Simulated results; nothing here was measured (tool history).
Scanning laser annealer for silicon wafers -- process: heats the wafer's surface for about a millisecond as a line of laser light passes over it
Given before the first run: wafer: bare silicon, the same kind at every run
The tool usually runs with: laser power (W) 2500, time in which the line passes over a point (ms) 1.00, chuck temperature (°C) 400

| run | day | laser power (W) | time in which the line passes over a point (ms) | chuck temperature (°C) | highest temperature of the surface (°C) |
|---|---|---|---|---|---|
| 1 | 0.000 | 2500 | 1.00 | 400 | 1141 |
| 2 | 1.217 | 2340 | 1.00 | 400 | 1093 |
| 3 | 2.621 | 2340 | 1.00 | 400 | 1091 |
|  | 4.271 | optics aligned, line set to its width |
| 4 | 4.412 | 2340 | 1.00 | 400 | 1101 |
| 5 | 5.208 | 2340 | 1.00 | 400 | 1098 |
| 6 | 6.362 | 2340 | 1.00 | 400 | 1101 |
| 7 | 7.538 | 2340 | 1.00 | 398 | 1094 |
| 8 | 8.267 | 2340 | 1.04 | 398 | 1113 |
| 9 | 9.546 | 2340 | 1.04 | 398 | 1110 |
| 10 | 10.879 | 2340 | 1.04 | 398 | 1110 |
| 11 | 12.267 | 2340 | 1.04 | 398 | 1114 |
| 12 | 13.262 | 2340 | 1.04 | 398 | 1111 |
| 13 | 14.404 | 2340 | 1.04 | 398 | 1109 |
| 14 | 15.375 | 2500 | 1.00 | 400 | 1148 |
| 15 | 16.700 | 2500 | 1.00 | 418 | 1160 |
| 16 | 18.117 | 2500 | 1.00 | 418 | 1162 |
| 17 | 19.262 | 2500 | 1.00 | 418 | 1159 |
| 18 | 20.296 | 2500 | 1.00 | 418 | 1160 |
| 19 | 21.304 | 2218 | 1.00 | 400 | 1048 |
| 20 | 22.604 | 2218 | 1.00 | 400 | 1051 |
| 21 | 23.771 | 2461 | 1.02 | 435 | 1170 |
| 22 | 25.008 | 2556 | 1.02 | 400 | 1161 |
| 23 | 26.071 | 2556 | 1.02 | 418 | 1180 |
| 24 | 27.425 | 2367 | 0.75 | 428 | 1013 |
| 25 | 28.667 | 2612 | 0.82 | 429 | 1118 |
| 26 | 29.629 | 2294 | 0.71 | 424 | 974 |
| 27 | 30.871 | 2299 | 1.09 | 404 | 1106 |
| 28 | 32.188 | 2500 | 0.79 | 400 | 1039 |
| 29 | 33.642 | 2500 | 1.00 | 365 | 1096 |
| 30 | 34.475 | 2278 | 1.00 | 397 | 1055 |
| 31 | 35.504 | 2570 | 0.76 | 420 | 1058 |
| 32 | 36.183 | 2518 | 0.77 | 372 | 1003 |
| 33 | 36.854 | 2337 | 1.24 | 400 | 1169 |
| 34 | 37.821 | 2337 | 1.24 | 400 | 1167 |
| 35 | 39.092 | 2455 | 1.13 | 437 | 1196 |
| 36 | 40.267 | 2130 | 1.00 | 363 | 969 |
| 37 | 41.554 | 2130 | 1.00 | 363 | 968 |
| 38 | 42.638 | 2131 | 1.00 | 400 | 1005 |
| 39 | 43.633 | 2131 | 1.00 | 400 | 1008 |
| 40 | 44.279 | 2543 | 0.78 | 419 | 1052 |

5 ways to go on from here, each from the tool as it stands after run 40. What would each give?
|  | 45.262 | window over the wafer cleaned |
| A | 45.833 | 2349 | 0.78 | 369 | ? |
|  | 45.262 | window over the wafer cleaned |
| B | 45.833 | 2325 | 1.00 | 435 | ? |
|  | 45.262 | window over the wafer cleaned |
| C | 45.833 | 2524 | 0.89 | 400 | ? |
|  | 45.262 | window over the wafer cleaned |
| D | 45.833 | 2422 | 0.77 | 434 | ? |
|  | 45.262 | window over the wafer cleaned |
| E | 45.833 | 2602 | 0.78 | 391 | ? |

| run | highest temperature of the surface (°C) |
|---|---|
| A | 988 |
| B | 1139 |
| C | 1124 |
| D | 1070 |
| E | 1085 |
Without the tool's hidden state the same runs would have given:
| run | highest temperature of the surface (°C) |
|---|---|
| A | 989 |
| B | 1140 |
| C | 1125 |
| D | 1071 |
| E | 1086 |
